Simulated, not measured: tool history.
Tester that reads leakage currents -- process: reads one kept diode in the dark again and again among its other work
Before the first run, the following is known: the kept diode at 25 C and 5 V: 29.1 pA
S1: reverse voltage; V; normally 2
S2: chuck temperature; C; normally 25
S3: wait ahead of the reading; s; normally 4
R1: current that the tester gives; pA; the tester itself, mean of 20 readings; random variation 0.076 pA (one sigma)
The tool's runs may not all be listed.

run	hour	S1	S2	S3	R1
1	0	2	25	4	19.11
2	36.1	2	25	4	19.05
3	58.2	2	25	4	18.98
4	88.8	2	25	4	18.94
5	107.6	2	25	4	19.18
6	137.6	2	27	4	22.31
7	157.7	2	27	4	22.32
8	192.6	17.31	27	0.47	78.1
9	214.1	2.18	21	0.47	15.25
10	244.2	2.18	21	0.47	15.24
11	274.6	2.18	21	0.47	15.33
12	294	2.18	21	0.47	15.26
13	316.1	2.18	30	0.42	30.06
14	342.4	2.18	30	0.42	29.91

Selected run-to-run steps in R1, each split into two signed amounts: the part the tool would show with no hidden state at all (from settings, incoming material and random variation), and the remainder, which goes to the hidden state together with any gauge scatter not common to the measured and the hidden-state-free results:
Hidden state at play: stray current of the dirty probe card, pA a volt; current scale over the true one, %; true chuck temperature over the reading, C; drift of the gauge itself on leakage_pa, %.
Run 7 -> 8: S1 2 -> 17.31, S3 4 -> 0.47. R1 +55.78 pA: hidden state +11.53, all else +44.25.
Run 8 -> 9: S1 17.31 -> 2.18, S2 27 -> 21. R1 -62.85 pA: hidden state -10.45, all else -52.4.

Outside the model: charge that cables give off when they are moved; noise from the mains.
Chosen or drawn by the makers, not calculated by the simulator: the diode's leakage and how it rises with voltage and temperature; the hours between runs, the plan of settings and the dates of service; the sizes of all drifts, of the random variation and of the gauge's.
